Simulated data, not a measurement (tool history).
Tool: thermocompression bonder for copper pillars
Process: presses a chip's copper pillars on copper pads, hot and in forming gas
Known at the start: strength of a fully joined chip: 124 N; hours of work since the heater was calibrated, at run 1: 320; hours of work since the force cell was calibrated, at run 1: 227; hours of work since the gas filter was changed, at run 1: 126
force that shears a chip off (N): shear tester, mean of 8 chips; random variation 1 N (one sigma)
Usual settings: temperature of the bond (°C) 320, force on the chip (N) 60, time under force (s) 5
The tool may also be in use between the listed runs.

| run | hour | temperature of the bond (°C) | force on the chip (N) | time under force (s) | hours of work since the heater was calibrated | hours of work since the force cell was calibrated | hours of work since the gas filter was changed | force that shears a chip off (N) |
|---|---|---|---|---|---|---|---|---|
| 1 | 0 | 320 | 60 | 5 | 320 | 227 | 126 | 88 |
| 2 | 7.5 | 320 | 60 | 5 | 325 | 231 | 130 | 91.2 |
| 3 | 24.4 | 320 | 60 | 5 | 335 | 241 | 140 | 90.2 |
| 4 | 31.3 | 320 | 60 | 5 | 339 | 245 | 144 | 90.1 |
| 5 | 43.5 | 320 | 60 | 5 | 346 | 252 | 151 | 88.4 |
| 6 | 52.7 | 320 | 60 | 5 | 351 | 257 | 156 | 86.5 |
| 7 | 62.8 | 320 | 60 | 5 | 357 | 263 | 162 | 89.5 |
| 8 | 78.7 | 320 | 60 | 5 | 366 | 273 | 172 | 90.9 |
| 9 | 85.9 | 320 | 60 | 5 | 370 | 277 | 176 | 89.1 |
| 10 | 101.6 | 320 | 60 | 5 | 379 | 286 | 185 | 88.1 |
| 11 | 110.9 | 320 | 60 | 5 | 385 | 291 | 190 | 88 |
| 12 | 125.4 | 320 | 72 | 5 | 393 | 300 | 199 | 94.7 |
| 13 | 136.9 | 320 | 60 | 5 | 400 | 306 | 205 | 89.4 |
| 14 | 145.2 | 320 | 73 | 5 | 405 | 311 | 210 | 96.1 |
| 15 | 159.5 | 320 | 60 | 5 | 413 | 320 | 219 | 88 |
| 16 | 169.9 | 320 | 60 | 5 | 419 | 326 | 225 | 88.8 |
| 17 | 179.4 | 320 | 60 | 5 | 425 | 331 | 230 | 89.7 |
| 18 | 191.6 | 320 | 60 | 5 | 432 | 338 | 237 | 89.2 |
| 19 | 207 | 297 | 60 | 5 | 441 | 347 | 246 | 78.9 |
| 20 | 217.1 | 320 | 60 | 3 | 447 | 353 | 252 | 79.7 |
| 21 | 232.1 | 311 | 38 | 3 | 455 | 362 | 261 | 59.6 |
| 22 | 245.5 | 341 | 41 | 9 | 463 | 370 | 269 | 99.1 |
| 23 | 256.6 | 348 | 69 | 8 | 470 | 376 | 275 | 115.6 |
|  | 266 | forming gas filter changed |
| 24 | 266.4 | 320 | 70 | 5 | 475 | 381 | 0 | 94.8 |
| 25 | 280.9 | 344 | 74 | 11 | 484 | 390 | 9 | 116.5 |
| 26 | 296.2 | 344 | 74 | 11 | 492 | 399 | 18 | 117 |
| 27 | 313 | 341 | 58 | 7 | 502 | 409 | 27 | 103 |
| 28 | 329 | 320 | 51 | 11 | 512 | 418 | 37 | 100.9 |
| 29 | 337.5 | 299 | 56 | 4 | 516 | 423 | 42 | 72.3 |
| 30 | 348.7 | 315 | 56 | 3 | 523 | 429 | 48 | 72.7 |
| 31 | 362.1 | 328 | 50 | 5 | 531 | 437 | 56 | 88.3 |
| 32 | 373.8 | 326 | 50 | 4 | 538 | 444 | 63 | 81 |
| 33 | 382.9 | 312 | 46 | 9 | 543 | 449 | 68 | 89.2 |
| 34 | 397.6 | 305 | 68 | 5 | 551 | 458 | 77 | 86.1 |
| 35 | 410.1 | 305 | 68 | 5 | 559 | 465 | 84 | 85.8 |
| 36 | 421.8 | 305 | 68 | 5 | 566 | 472 | 91 | 85.3 |
| 37 | 434.2 | 305 | 68 | 5 | 573 | 479 | 98 | 86.2 |
| 38 | 447.8 | 291 | 71 | 5 | 581 | 487 | 106 | 79.4 |
| 39 | 456.5 | 320 | 60 | 11 | 586 | 492 | 111 | 103.6 |

4 ways to go on from here, each from the tool as it stands after run 39. What would each give?
| A | 472.9 | 309 | 51 | 6 | 595 | 502 | 120 | ? |
| B | 472.9 | 335 | 84 | 9 | 595 | 502 | 120 | ? |
| C | 472.9 | 314 | 40 | 3 | 595 | 502 | 120 | ? |
| D | 472.9 | 300 | 73 | 7 | 595 | 502 | 120 | ? |

| run | force that shears a chip off (N) |
|---|---|
| A | 82.4 |
| B | 115.2 |
| C | 59.4 |
| D | 93.2 |
Without the tool's hidden state the same runs would have given:
| run | force that shears a chip off (N) |
|---|---|
| A | 82.9 |
| B | 115.6 |
| C | 59.8 |
| D | 93.7 |

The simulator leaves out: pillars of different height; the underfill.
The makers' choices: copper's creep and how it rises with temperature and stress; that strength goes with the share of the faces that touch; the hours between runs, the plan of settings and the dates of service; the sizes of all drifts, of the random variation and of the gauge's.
